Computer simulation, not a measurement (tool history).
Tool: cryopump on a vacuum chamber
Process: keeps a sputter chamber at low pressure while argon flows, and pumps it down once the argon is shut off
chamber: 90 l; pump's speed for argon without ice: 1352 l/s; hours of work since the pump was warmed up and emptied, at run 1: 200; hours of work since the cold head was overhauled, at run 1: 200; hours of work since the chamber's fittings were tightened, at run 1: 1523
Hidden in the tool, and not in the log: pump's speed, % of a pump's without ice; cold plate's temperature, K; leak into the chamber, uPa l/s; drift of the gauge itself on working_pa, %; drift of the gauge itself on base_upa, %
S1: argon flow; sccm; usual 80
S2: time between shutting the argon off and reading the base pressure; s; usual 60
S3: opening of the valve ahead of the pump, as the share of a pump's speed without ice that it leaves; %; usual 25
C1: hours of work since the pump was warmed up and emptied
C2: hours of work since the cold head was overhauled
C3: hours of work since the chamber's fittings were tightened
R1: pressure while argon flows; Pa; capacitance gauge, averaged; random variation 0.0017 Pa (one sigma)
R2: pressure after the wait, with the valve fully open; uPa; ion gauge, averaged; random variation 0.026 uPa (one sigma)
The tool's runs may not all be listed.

run,hour,S1,S2,S3,C1,C2,C3,R1,R2
1,0.0,80,60,25,200,200,1523,0.4060,1.95
2,19.2,80,60,25,212,212,1535,0.4035,1.95
3,31.0,80,60,25,220,220,1543,0.4044,1.94
4,42.5,80,60,25,228,228,1551,0.4035,1.95
5,62.3,80,60,25,240,240,1563,0.4043,1.96
6,82.3,83,60,25,253,253,1576,0.4204,1.88
7,93.6,83,60,25,261,261,1584,0.4238,1.95
8,108.3,83,60,25,270,270,1593,0.4226,1.97
9,120.1,80,60,25,278,278,1601,0.4064,1.95
10,132.2,80,60,46,286,286,1609,0.2258,2.08
11,150.1,80,60,46,297,297,1620,0.2269,2.01
12,164.3,80,60,46,307,307,1629,0.2240,2.05
13,189.3,80,60,46,323,323,1646,0.2253,2.01
14,204.2,80,60,46,332,332,1655,0.2264,2.01
15,229.4,80,60,46,349,349,1672,0.2283,2.06
16,244.3,80,60,46,358,358,1681,0.2272,2.10
17,260.8,80,60,46,369,369,1692,0.2271,2.09
18,273.8,36,24,18,377,377,1700,0.2553,3.37
19,300.0,36,24,18,394,394,1717,0.2537,3.33
20,317.8,47,60,25,406,406,1729,0.2433,2.13
21,335.9,40,76,28,418,418,1741,0.1853,1.96
22,360.8,157,60,48,434,434,1757,0.4344,2.14
23,386.6,157,60,48,451,451,1773,0.4326,2.12
24,407.9,33,60,40,464,464,1787,0.1091,2.19
25,428.1,33,60,40,477,477,1800,0.1077,2.21
26,450.1,80,43,39,492,492,1815,0.2700,2.44
27,468.6,36,171,37,504,504,1827,0.1278,1.58
28,493.3,36,171,37,520,520,1843,0.1296,1.64
29,508.7,36,171,37,530,530,1853,0.1284,1.66
30,526.9,33,60,25,541,541,1864,0.1712,2.30
31,544.4,33,60,25,553,553,1876,0.1730,2.25
32,560.2,33,60,25,563,563,1886,0.1719,2.18
33,585.6,80,60,18,580,580,1902,0.5707,2.28

Forecast each of these 4 alternatives for the next run:
A,606.4,80,34,40,593,593,1916,?,?
B,606.4,39,60,18,593,593,1916,?,?
C,606.4,117,23,29,593,593,1916,?,?
D,606.4,144,27,18,593,593,1916,?,?

run,R1,R2
A,0.2650,2.97
B,0.2800,2.30
C,0.5269,3.69
D,1.0325,3.41
Without the tool's hidden state the same runs would have given:
run,R1,R2
A,0.2483,1.78
B,0.2718,1.12
C,0.5024,2.52
D,1.0022,2.21

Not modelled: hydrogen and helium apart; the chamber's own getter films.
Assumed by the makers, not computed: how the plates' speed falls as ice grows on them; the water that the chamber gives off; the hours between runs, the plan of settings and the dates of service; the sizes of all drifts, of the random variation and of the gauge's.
